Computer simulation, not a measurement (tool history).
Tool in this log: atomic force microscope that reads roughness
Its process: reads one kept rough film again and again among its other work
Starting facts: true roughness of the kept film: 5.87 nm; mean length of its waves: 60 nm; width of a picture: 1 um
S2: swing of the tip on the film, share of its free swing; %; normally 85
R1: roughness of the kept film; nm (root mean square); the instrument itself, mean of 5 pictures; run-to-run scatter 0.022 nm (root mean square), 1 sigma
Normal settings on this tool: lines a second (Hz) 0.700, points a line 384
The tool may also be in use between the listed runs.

Run 1, hour 0.0: usual settings. Result: R1 5.323 nm (root mean square).
Run 2, hour 57.5: usual settings. Result: R1 5.136 nm (root mean square).
At hour 79.5: new tip fitted.
Run 3, hour 128.1: usual settings. Result: R1 5.212 nm (root mean square).
At hour 179.0: new tip fitted.
Run 4, hour 188.8: usual settings. Result: R1 5.325 nm (root mean square).
Run 5, hour 238.4: usual settings but points a line 282. Result: R1 5.105 nm (root mean square).
At hour 278.8: new tip fitted.
Run 6, hour 307.9: usual settings but S2 62 %. Result: R1 5.504 nm (root mean square).
Run 7, hour 353.4: usual settings but S2 62 %. Result: R1 5.319 nm (root mean square).
At hour 378.1: new tip fitted.
Run 8, hour 414.0: usual settings but S2 62 %. Result: R1 5.506 nm (root mean square).
Run 9, hour 442.7: usual settings but S2 62 %. Result: R1 5.368 nm (root mean square).
At hour 476.3: new tip fitted.
Run 10, hour 476.9: usual settings but S2 62 %. Result: R1 5.553 nm (root mean square).
Run 11, hour 508.6: usual settings but lines a second (Hz) 2.905, S2 57 %, points a line 297. Result: R1 5.294 nm (root mean square).
Run 12, hour 538.0: usual settings but lines a second (Hz) 2.905, S2 57 %, points a line 297. Result: R1 5.181 nm (root mean square).
At hour 574.7: new tip fitted.
Run 13, hour 595.2: usual settings but lines a second (Hz) 2.905, S2 57 %, points a line 297. Result: R1 5.300 nm (root mean square).
Run 14, hour 637.8: usual settings but lines a second (Hz) 2.905, S2 57 %, points a line 297. Result: R1 5.203 nm (root mean square).
At hour 673.2: new tip fitted.
Run 15, hour 704.5: usual settings but lines a second (Hz) 2.905, S2 57 %, points a line 274. Result: R1 5.320 nm (root mean square).
Run 16, hour 753.6: usual settings but lines a second (Hz) 2.905, S2 57 %, points a line 274. Result: R1 5.202 nm (root mean square).
At hour 773.6: new tip fitted.
Run 17, hour 818.4: usual settings but lines a second (Hz) 2.905, S2 57 %, points a line 274. Result: R1 5.257 nm (root mean square).
Run 18, hour 868.2: usual settings but lines a second (Hz) 2.208, S2 73 %, points a line 437. Result: R1 4.867 nm (root mean square).

Estimate the outcome of run 19 from the log above:
At hour 871.8: new tip fitted.
Run 19, hour 928.7: usual settings but lines a second (Hz) 2.208, S2 73 %, points a line 437. Result: R1 ?.

{"run 19": {"R1": 5.001}}
With no hidden state in the tool, this same run would have given R1 5.135 nm (root mean square).
